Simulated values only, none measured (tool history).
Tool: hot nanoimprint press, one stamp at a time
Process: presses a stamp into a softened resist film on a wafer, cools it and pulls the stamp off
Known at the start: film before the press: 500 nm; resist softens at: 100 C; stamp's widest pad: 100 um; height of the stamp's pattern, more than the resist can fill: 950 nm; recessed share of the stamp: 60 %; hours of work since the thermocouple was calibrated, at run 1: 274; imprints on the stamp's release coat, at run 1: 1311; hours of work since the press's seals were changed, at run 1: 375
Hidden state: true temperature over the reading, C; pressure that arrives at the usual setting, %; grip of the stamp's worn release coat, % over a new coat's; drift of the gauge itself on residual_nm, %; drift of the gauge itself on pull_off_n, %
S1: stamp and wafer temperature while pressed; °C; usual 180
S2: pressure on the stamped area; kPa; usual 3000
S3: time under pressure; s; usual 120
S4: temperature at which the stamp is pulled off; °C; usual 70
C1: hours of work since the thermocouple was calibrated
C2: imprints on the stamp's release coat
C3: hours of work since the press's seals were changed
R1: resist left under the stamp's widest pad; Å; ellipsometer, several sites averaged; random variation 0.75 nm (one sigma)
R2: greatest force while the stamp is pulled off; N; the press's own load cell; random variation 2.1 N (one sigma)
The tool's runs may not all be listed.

run,day,S1,S2,S3,S4,C1,C2,C3,R1,R2
1,0.000,180,3000,120,70,274,1311,375,2348,97
2,1.892,180,3000,120,70,301,1512,402,2359,93
3,2.946,180,3000,120,70,317,1624,418,2359,96
# day 3.758: plate thermocouple calibrated
4,4.912,180,3000,87,70,17,1819,444,2612,93
5,6.154,188,3000,120,70,35,1951,462,1903,94
6,7.679,188,3000,120,70,57,2113,484,1895,94
# day 8.300: stamp cleaned and given a new release coat
7,9.342,180,3000,120,70,77,110,505,2354,92
8,11.433,180,3000,133,70,107,333,535,2283,97
9,13.342,180,3000,133,70,135,535,563,2284,93
10,15.767,174,3000,133,70,170,793,598,2703,97
11,17.325,174,3000,133,70,193,959,620,2716,93
12,19.554,174,3000,133,70,225,1196,652,2716,92
13,20.688,174,3000,208,70,241,1316,669,2344,94
14,22.475,190,3550,208,59,267,1506,695,1347,109
15,24.538,190,3550,208,59,297,1725,724,1350,109
# day 26.646: plate thermocouple calibrated
16,26.929,187,3000,84,70,4,1966,757,2240,98
# day 29.025: stamp cleaned and given a new release coat
17,29.204,180,3000,139,71,33,19,786,2267,91
18,30.962,180,1900,160,70,59,206,812,2738,88
# day 32.367: press's hydraulic seals changed and the load cell set to zero
19,32.971,186,3340,119,66,83,384,9,1926,94
20,35.300,186,3340,119,66,117,631,42,1925,99
21,37.488,186,3340,119,66,148,864,74,1929,99
22,39.492,186,3340,119,66,177,1076,103,1934,100
23,41.138,186,3000,120,70,201,1251,127,2049,93
24,42.717,191,3000,197,61,224,1419,150,1490,109

3 ways to go on from here, each from the tool as it stands after run 24. What would each give?
A,44.821,172,3270,120,70,254,1643,180,?,?
B,44.821,180,1810,91,57,254,1643,180,?,?
C,44.821,190,4710,72,61,254,1643,180,?,?

run,R1,R2
A,2881,93
B,3324,114
C,1721,108
Without the tool's hidden state the same runs would have given:
run,R1,R2
A,2804,92
B,3235,113
C,1674,107
